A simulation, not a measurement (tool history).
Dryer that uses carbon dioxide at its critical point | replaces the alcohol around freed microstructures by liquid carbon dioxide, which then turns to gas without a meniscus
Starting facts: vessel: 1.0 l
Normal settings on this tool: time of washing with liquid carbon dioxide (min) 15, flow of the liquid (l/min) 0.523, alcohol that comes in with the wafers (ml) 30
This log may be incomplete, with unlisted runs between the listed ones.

run,day,time of washing with liquid carbon dioxide (min),flow of the liquid (l/min),alcohol that comes in with the wafers (ml),alcohol left in the vessel before it's heated (ppm by volume)
1,0.000,15,0.523,30,105
2,1.438,15,0.523,30,109
3,2.829,15,0.523,30,121
4,4.017,15,0.523,30,117
5,5.800,15,0.523,30,125
6,7.775,15,0.523,60,194
7,9.300,15,0.523,60,203
8,11.675,15,0.523,60,210
9,12.971,15,0.632,30,106
10,14.562,15,0.344,30,594
11,16.392,15,0.865,30,97
12,18.600,15,0.865,30,94
13,19.738,15,0.865,30,100
14,22.004,15,0.865,30,116
15,23.567,15,0.865,30,109
16,25.479,15,0.865,30,114
17,27.746,15,0.865,30,123
18,29.162,15,0.865,30,117
19,30.433,15,0.865,30,130
20,32.388,15,0.865,30,124
21,34.479,23,0.865,30,129
# day 35.008: inlet filter changed
22,36.588,11,0.355,30,1286
23,37.604,20,0.523,47,153
24,39.833,15,0.315,30,722
25,41.533,10,0.473,36,906
26,42.950,10,0.473,36,948
27,44.188,15,0.887,30,161
28,46.362,15,0.523,51,265
29,48.012,17,0.470,106,345
30,49.371,17,0.370,58,523
31,51.025,22,0.734,56,168
32,53.304,22,0.734,56,193
33,55.629,21,0.523,100,207
34,57.062,23,0.609,22,182
35,58.275,18,0.523,30,216
36,60.146,18,0.523,30,211
37,61.629,10,0.731,30,315
38,62.633,10,0.438,30,1230
39,63.950,10,0.438,30,1164
40,66.017,10,0.438,30,1231

The same runs without the tool's hidden state, with the same run-to-run variation:
The tool's hidden condition here consists of: flow that reaches the vessel past the clogged filter, %; alcohol in the recycled carbon dioxide, ppm; drift of the gauge itself on alcohol_ppm, %.
run,alcohol left in the vessel before it's heated (ppm by volume)
1,49
2,49
3,55
4,47
5,51
6,97
7,98
8,95
9,15
10,398
11,9
12,0
13,0
14,12
15,2
16,1
17,4
18,0
19,6
20,0
21,0
22,1129
23,14
24,549
25,707
26,731
27,7
28,86
29,145
30,297
31,1
32,19
33,14
34,0
35,20
36,15
37,85
38,801
39,752
40,779

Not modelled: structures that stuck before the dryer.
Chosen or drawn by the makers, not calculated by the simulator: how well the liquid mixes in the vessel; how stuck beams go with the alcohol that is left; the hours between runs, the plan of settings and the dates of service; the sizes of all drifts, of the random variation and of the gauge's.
